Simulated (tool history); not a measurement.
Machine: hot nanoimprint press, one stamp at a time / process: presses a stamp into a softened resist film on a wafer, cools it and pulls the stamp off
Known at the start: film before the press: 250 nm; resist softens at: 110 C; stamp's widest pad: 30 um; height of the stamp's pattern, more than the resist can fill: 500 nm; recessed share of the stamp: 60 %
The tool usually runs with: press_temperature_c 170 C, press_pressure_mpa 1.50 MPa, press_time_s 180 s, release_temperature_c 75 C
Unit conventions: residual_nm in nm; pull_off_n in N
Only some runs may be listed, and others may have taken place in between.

run 1 hour=0.0 | press_temperature_c=170 press_pressure_mpa=1.50 press_time_s=180 release_temperature_c=75 | residual_nm=146.7 pull_off_n=182
run 2 hour=8.0 | press_temperature_c=170 press_pressure_mpa=1.50 press_time_s=180 release_temperature_c=75 | residual_nm=143.8 pull_off_n=190
run 3 hour=17.8 | press_temperature_c=170 press_pressure_mpa=1.50 press_time_s=180 release_temperature_c=73 | residual_nm=145.1 pull_off_n=196
-- hour=27.7 plate thermocouple calibrated
run 4 hour=27.9 | press_temperature_c=170 press_pressure_mpa=1.50 press_time_s=180 release_temperature_c=73 | residual_nm=138.2 pull_off_n=186
run 5 hour=33.2 | press_temperature_c=170 press_pressure_mpa=1.50 press_time_s=180 release_temperature_c=73 | residual_nm=140.4 pull_off_n=185
run 6 hour=40.5 | press_temperature_c=170 press_pressure_mpa=1.50 press_time_s=130 release_temperature_c=75 | residual_nm=153.9 pull_off_n=182
run 7 hour=47.5 | press_temperature_c=170 press_pressure_mpa=1.50 press_time_s=180 release_temperature_c=75 | residual_nm=141.9 pull_off_n=188
run 8 hour=53.6 | press_temperature_c=170 press_pressure_mpa=1.53 press_time_s=180 release_temperature_c=75 | residual_nm=138.3 pull_off_n=184
run 9 hour=63.2 | press_temperature_c=170 press_pressure_mpa=1.50 press_time_s=180 release_temperature_c=76 | residual_nm=137.3 pull_off_n=184
run 10 hour=72.4 | press_temperature_c=170 press_pressure_mpa=1.50 press_time_s=180 release_temperature_c=76 | residual_nm=140.2 pull_off_n=188
run 11 hour=81.3 | press_temperature_c=164 press_pressure_mpa=1.50 press_time_s=180 release_temperature_c=75 | residual_nm=163.4 pull_off_n=185
run 12 hour=87.8 | press_temperature_c=164 press_pressure_mpa=1.50 press_time_s=180 release_temperature_c=75 | residual_nm=167.2 pull_off_n=188
run 13 hour=94.4 | press_temperature_c=164 press_pressure_mpa=1.50 press_time_s=180 release_temperature_c=75 | residual_nm=166.1 pull_off_n=184
run 14 hour=100.1 | press_temperature_c=172 press_pressure_mpa=1.31 press_time_s=136 release_temperature_c=69 | residual_nm=154.5 pull_off_n=202
run 15 hour=107.8 | press_temperature_c=170 press_pressure_mpa=1.50 press_time_s=215 release_temperature_c=75 | residual_nm=132.9 pull_off_n=187
run 16 hour=115.5 | press_temperature_c=170 press_pressure_mpa=1.95 press_time_s=215 release_temperature_c=79 | residual_nm=117.2 pull_off_n=178
run 17 hour=125.8 | press_temperature_c=170 press_pressure_mpa=1.95 press_time_s=215 release_temperature_c=79 | residual_nm=116.4 pull_off_n=173
run 18 hour=131.2 | press_temperature_c=158 press_pressure_mpa=0.95 press_time_s=215 release_temperature_c=77 | residual_nm=209.3 pull_off_n=181
run 19 hour=136.1 | press_temperature_c=170 press_pressure_mpa=1.66 press_time_s=296 release_temperature_c=82 | residual_nm=113.0 pull_off_n=161
run 20 hour=143.1 | press_temperature_c=173 press_pressure_mpa=1.50 press_time_s=197 release_temperature_c=75 | residual_nm=124.3 pull_off_n=193
run 21 hour=152.3 | press_temperature_c=173 press_pressure_mpa=1.48 press_time_s=213 release_temperature_c=69 | residual_nm=122.1 pull_off_n=209
run 22 hour=157.5 | press_temperature_c=170 press_pressure_mpa=1.37 press_time_s=180 release_temperature_c=70 | residual_nm=146.5 pull_off_n=208

Hidden state or all else? Some run-to-run changes of residual_nm, split into what the settings, what came in and random variation would give without the hidden state, and what is left for the hidden state (with any gauge scatter that isn't in both results):
Hidden conditions of the tool in this case: true temperature over the reading, C; pressure that arrives at the usual setting, %; grip of the stamp's worn release coat, % over a new coat's; drift of the gauge itself on residual_nm, %; drift of the gauge itself on pull_off_n, %.
Run 3 -> 4: plate thermocouple calibrated. residual_nm -6.9 nm: hidden state -4.8, all else -2.1.
Run 17 -> 18: press_temperature_c 170 -> 158, press_pressure_mpa 1.95 -> 0.95, release_temperature_c 79 -> 77. residual_nm +92.9 nm: hidden state -0.7, all else +93.6.
Run 18 -> 19: press_temperature_c 158 -> 170, press_pressure_mpa 0.95 -> 1.66, press_time_s 215 -> 296, release_temperature_c 77 -> 82. residual_nm -96.3 nm: hidden state +0.6, all else -96.9.
